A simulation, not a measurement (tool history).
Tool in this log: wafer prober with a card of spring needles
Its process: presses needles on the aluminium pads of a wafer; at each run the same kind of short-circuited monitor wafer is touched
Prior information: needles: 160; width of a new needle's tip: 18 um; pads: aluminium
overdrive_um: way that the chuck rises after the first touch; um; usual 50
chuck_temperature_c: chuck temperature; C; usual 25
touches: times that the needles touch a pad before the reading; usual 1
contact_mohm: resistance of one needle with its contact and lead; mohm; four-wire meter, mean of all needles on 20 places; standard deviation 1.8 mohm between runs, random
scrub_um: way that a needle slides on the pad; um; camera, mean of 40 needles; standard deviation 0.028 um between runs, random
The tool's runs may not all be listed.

| run | hour | overdrive_um | chuck_temperature_c | touches | contact_mohm | scrub_um |
|---|---|---|---|---|---|---|
| 1 | 0.0 | 50 | 25 | 1 | 223 | 12.22 |
|  | 11.6 | tips cleaned on abrasive film |
|  | 26.1 | tips cleaned on abrasive film |
|  | 39.3 | tips cleaned on abrasive film |
| 2 | 47.0 | 32 | 25 | 1 | 396 | 7.75 |
|  | 52.9 | tips cleaned on abrasive film |
|  | 67.2 | tips cleaned on abrasive film |
|  | 81.3 | tips cleaned on abrasive film |
|  | 94.2 | tips cleaned on abrasive film |
| 3 | 94.2 | 32 | 25 | 2 | 215 | 7.71 |
|  | 107.7 | tips cleaned on abrasive film |
|  | 121.7 | tips cleaned on abrasive film |
|  | 135.1 | tips cleaned on abrasive film |
| 4 | 135.2 | 50 | 25 | 1 | 202 | 12.10 |
|  | 148.5 | tips cleaned on abrasive film |
|  | 163.3 | tips cleaned on abrasive film |
|  | 174.4 | height of the first contact set anew |
|  | 177.6 | tips cleaned on abrasive film |
| 5 | 181.9 | 50 | 25 | 1 | 250 | 12.37 |
|  | 191.1 | tips cleaned on abrasive film |
| 6 | 202.2 | 50 | 25 | 1 | 286 | 12.32 |
|  | 204.6 | tips cleaned on abrasive film |
|  | 218.7 | tips cleaned on abrasive film |
| 7 | 225.1 | 50 | 25 | 1 | 270 | 12.30 |
|  | 231.4 | tips cleaned on abrasive film |
|  | 245.0 | tips cleaned on abrasive film |
|  | 258.9 | tips cleaned on abrasive film |
| 8 | 263.7 | 50 | 25 | 1 | 259 | 12.25 |
|  | 272.3 | tips cleaned on abrasive film |
|  | 285.5 | tips cleaned on abrasive film |
|  | 298.0 | tips cleaned on abrasive film |
| 9 | 301.9 | 50 | 25 | 1 | 248 | 12.22 |
|  | 312.3 | tips cleaned on abrasive film |
|  | 326.8 | tips cleaned on abrasive film |
| 10 | 330.8 | 50 | 25 | 1 | 246 | 12.22 |
|  | 339.6 | tips cleaned on abrasive film |
|  | 354.9 | tips cleaned on abrasive film |
| 11 | 363.5 | 50 | 25 | 1 | 280 | 12.17 |
|  | 368.7 | tips cleaned on abrasive film |
|  | 384.0 | tips cleaned on abrasive film |
| 12 | 392.1 | 50 | 25 | 1 | 282 | 12.19 |
|  | 398.3 | tips cleaned on abrasive film |
|  | 412.5 | tips cleaned on abrasive film |
|  | 426.1 | tips cleaned on abrasive film |
| 13 | 437.8 | 50 | 108 | 2 | 267 | 12.10 |
|  | 440.2 | tips cleaned on abrasive film |
|  | 453.8 | tips cleaned on abrasive film |
|  | 466.1 | tips cleaned on abrasive film |
|  | 466.4 | height of the first contact set anew |
| 14 | 475.1 | 67 | 108 | 2 | 233 | 16.50 |
|  | 481.3 | tips cleaned on abrasive film |
|  | 494.5 | tips cleaned on abrasive film |
|  | 508.1 | tips cleaned on abrasive film |
| 15 | 514.4 | 31 | 76 | 1 | 378 | 7.64 |
|  | 522.4 | tips cleaned on abrasive film |
|  | 537.7 | tips cleaned on abrasive film |
| 16 | 548.2 | 50 | 25 | 1 | 302 | 12.25 |
|  | 551.3 | tips cleaned on abrasive film |
|  | 564.2 | tips cleaned on abrasive film |
|  | 578.3 | tips cleaned on abrasive film |
| 17 | 580.3 | 33 | 25 | 1 | 294 | 8.10 |
|  | 592.6 | tips cleaned on abrasive film |
|  | 605.8 | tips cleaned on abrasive film |
| 18 | 609.2 | 52 | 85 | 1 | 249 | 12.75 |
|  | 618.5 | tips cleaned on abrasive film |
|  | 633.6 | tips cleaned on abrasive film |
|  | 647.8 | tips cleaned on abrasive film |
| 19 | 654.4 | 62 | 68 | 2 | 232 | 15.12 |
|  | 662.9 | tips cleaned on abrasive film |
|  | 675.2 | tips cleaned on abrasive film |
| 20 | 687.4 | 62 | 59 | 2 | 244 | 15.09 |
|  | 690.3 | tips cleaned on abrasive film |
|  | 705.6 | tips cleaned on abrasive film |
|  | 718.5 | tips cleaned on abrasive film |
|  | 732.8 | tips cleaned on abrasive film |
| 21 | 734.0 | 62 | 59 | 2 | 209 | 15.04 |
|  | 747.8 | tips cleaned on abrasive film |
|  | 759.1 | height of the first contact set anew |
| 22 | 759.1 | 37 | 32 | 2 | 305 | 9.18 |
|  | 762.3 | tips cleaned on abrasive film |
|  | 777.3 | tips cleaned on abrasive film |
| 23 | 786.7 | 37 | 32 | 2 | 300 | 9.10 |

Alternative continuations, all from the tool just after run 23; predict every row:
|  | 789.9 | tips cleaned on abrasive film |
|  | 802.2 | tips cleaned on abrasive film |
|  | 816.1 | tips cleaned on abrasive film |
|  | 831.2 | tips cleaned on abrasive film |
| A | 831.7 | 37 | 49 | 2 | ? | ? |
|  | 789.9 | tips cleaned on abrasive film |
|  | 802.2 | tips cleaned on abrasive film |
|  | 816.1 | tips cleaned on abrasive film |
|  | 831.2 | tips cleaned on abrasive film |
| B | 831.7 | 54 | 81 | 2 | ? | ? |
|  | 789.9 | tips cleaned on abrasive film |
|  | 802.2 | tips cleaned on abrasive film |
|  | 816.1 | tips cleaned on abrasive film |
|  | 831.2 | tips cleaned on abrasive film |
| C | 831.7 | 42 | 25 | 3 | ? | ? |
|  | 789.9 | tips cleaned on abrasive film |
|  | 802.2 | tips cleaned on abrasive film |
|  | 816.1 | tips cleaned on abrasive film |
|  | 831.2 | tips cleaned on abrasive film |
| D | 831.7 | 31 | 25 | 2 | ? | ? |

| run | contact_mohm | scrub_um |
|---|---|---|
| A | 226 | 9.08 |
| B | 214 | 13.28 |
| C | 211 | 10.32 |
| D | 230 | 7.58 |
Without the tool's hidden state the same runs would have given:
| run | contact_mohm | scrub_um |
|---|---|---|
| A | 204 | 9.15 |
| B | 204 | 13.35 |
| C | 199 | 10.38 |
| D | 200 | 7.65 |
